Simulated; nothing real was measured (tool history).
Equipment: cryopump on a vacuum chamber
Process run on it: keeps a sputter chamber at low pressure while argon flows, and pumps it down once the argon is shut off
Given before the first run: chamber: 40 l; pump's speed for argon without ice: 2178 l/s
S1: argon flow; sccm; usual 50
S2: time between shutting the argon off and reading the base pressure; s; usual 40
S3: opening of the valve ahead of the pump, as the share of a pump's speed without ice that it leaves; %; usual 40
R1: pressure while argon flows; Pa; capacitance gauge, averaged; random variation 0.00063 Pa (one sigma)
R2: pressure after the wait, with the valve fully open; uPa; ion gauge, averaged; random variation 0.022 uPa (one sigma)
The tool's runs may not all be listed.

| run | hour | S1 | S2 | S3 | R1 | R2 |
|---|---|---|---|---|---|---|
| 1 | 0 | 50 | 40 | 40 | 0.0986 | 0.87 |
| 2 | 16.9 | 50 | 155 | 40 | 0.099 | 0.54 |
| 3 | 39 | 50 | 155 | 40 | 0.0998 | 0.53 |
| 4 | 56.2 | 50 | 40 | 40 | 0.0988 | 0.85 |
| 5 | 80.5 | 50 | 40 | 40 | 0.0986 | 0.9 |
| 6 | 101.2 | 30 | 40 | 40 | 0.059 | 0.9 |
| 7 | 125 | 50 | 40 | 18 | 0.2153 | 0.9 |
| 8 | 150.1 | 50 | 40 | 18 | 0.2183 | 0.92 |
| 9 | 168.2 | 81 | 233 | 45 | 0.1444 | 0.51 |
| 10 | 185.1 | 81 | 233 | 45 | 0.1451 | 0.54 |
| 11 | 212.3 | 50 | 253 | 40 | 0.0991 | 0.52 |
| 12 | 238.6 | 32 | 29 | 40 | 0.0642 | 1.06 |
| 13 | 263.6 | 48 | 211 | 40 | 0.0973 | 0.52 |
| 14 | 286.1 | 50 | 115 | 35 | 0.1145 | 0.64 |

Branching from run 14: 3 alternative next runs. What would each branch give?
| A | 308.5 | 50 | 40 | 15 | ? | ? |
| B | 308.5 | 39 | 40 | 35 | ? | ? |
| C | 308.5 | 38 | 36 | 40 | ? | ? |

| run | R1 | R2 |
|---|---|---|
| A | 0.2612 | 0.94 |
| B | 0.0898 | 0.95 |
| C | 0.0768 | 1.03 |
Take away the tool's hidden state, keep each run's random variation, and the runs would have read:
| run | R1 | R2 |
|---|---|---|
| A | 0.257 | 0.6 |
| B | 0.0865 | 0.6 |
| C | 0.0736 | 0.68 |
